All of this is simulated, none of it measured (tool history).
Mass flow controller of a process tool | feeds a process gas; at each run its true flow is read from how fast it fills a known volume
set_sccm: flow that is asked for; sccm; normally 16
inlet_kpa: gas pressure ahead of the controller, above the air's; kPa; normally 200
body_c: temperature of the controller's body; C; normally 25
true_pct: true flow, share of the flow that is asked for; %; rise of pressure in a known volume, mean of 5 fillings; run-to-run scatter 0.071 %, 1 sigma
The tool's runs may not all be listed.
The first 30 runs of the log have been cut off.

run 31 hour=4697 | set_sccm=16 inlet_kpa=277 body_c=21 | true_pct=99.87
run 32 hour=4794.5 | set_sccm=18 inlet_kpa=149 body_c=28 | true_pct=99.83
run 33 hour=5005.4 | set_sccm=18 inlet_kpa=149 body_c=28 | true_pct=99.95
run 34 hour=5104.8 | set_sccm=13 inlet_kpa=185 body_c=26 | true_pct=99.6
run 35 hour=5344.3 | set_sccm=13 inlet_kpa=185 body_c=26 | true_pct=99.67
run 36 hour=5501.7 | set_sccm=17 inlet_kpa=209 body_c=25 | true_pct=100.14
run 37 hour=5662.5 | set_sccm=17 inlet_kpa=166 body_c=35 | true_pct=100.82
-- hour=5687.7 controller's zero set anew
run 38 hour=5814.1 | set_sccm=17 inlet_kpa=166 body_c=35 | true_pct=100.89
run 39 hour=5945 | set_sccm=17 inlet_kpa=277 body_c=33 | true_pct=101.58
run 40 hour=6057 | set_sccm=6 inlet_kpa=277 body_c=38 | true_pct=101.14
-- hour=6274.7 gauge calibrated
run 41 hour=6288.3 | set_sccm=6 inlet_kpa=277 body_c=27 | true_pct=99.57
run 42 hour=6527 | set_sccm=6 inlet_kpa=277 body_c=34 | true_pct=100.33
run 43 hour=6626 | set_sccm=8 inlet_kpa=227 body_c=39 | true_pct=100.63
run 44 hour=6781.7 | set_sccm=4 inlet_kpa=197 body_c=36 | true_pct=99.81
run 45 hour=6947.6 | set_sccm=8 inlet_kpa=147 body_c=21 | true_pct=98.35
run 46 hour=7159.8 | set_sccm=8 inlet_kpa=147 body_c=21 | true_pct=98.34

Forecast each of these 3 alternatives for the next run:
run A hour=7312.3 | set_sccm=16 inlet_kpa=153 body_c=30 | true_pct=?
run B hour=7312.3 | set_sccm=3 inlet_kpa=147 body_c=21 | true_pct=?
run C hour=7312.3 | set_sccm=10 inlet_kpa=147 body_c=23 | true_pct=?

run=A true_pct=100.02
run=B true_pct=98.01
run=C true_pct=98.85
Take away the tool's hidden state, keep each run's random variation, and the runs would have read:
run=A true_pct=99.75
run=B true_pct=97.74
run=C true_pct=98.58
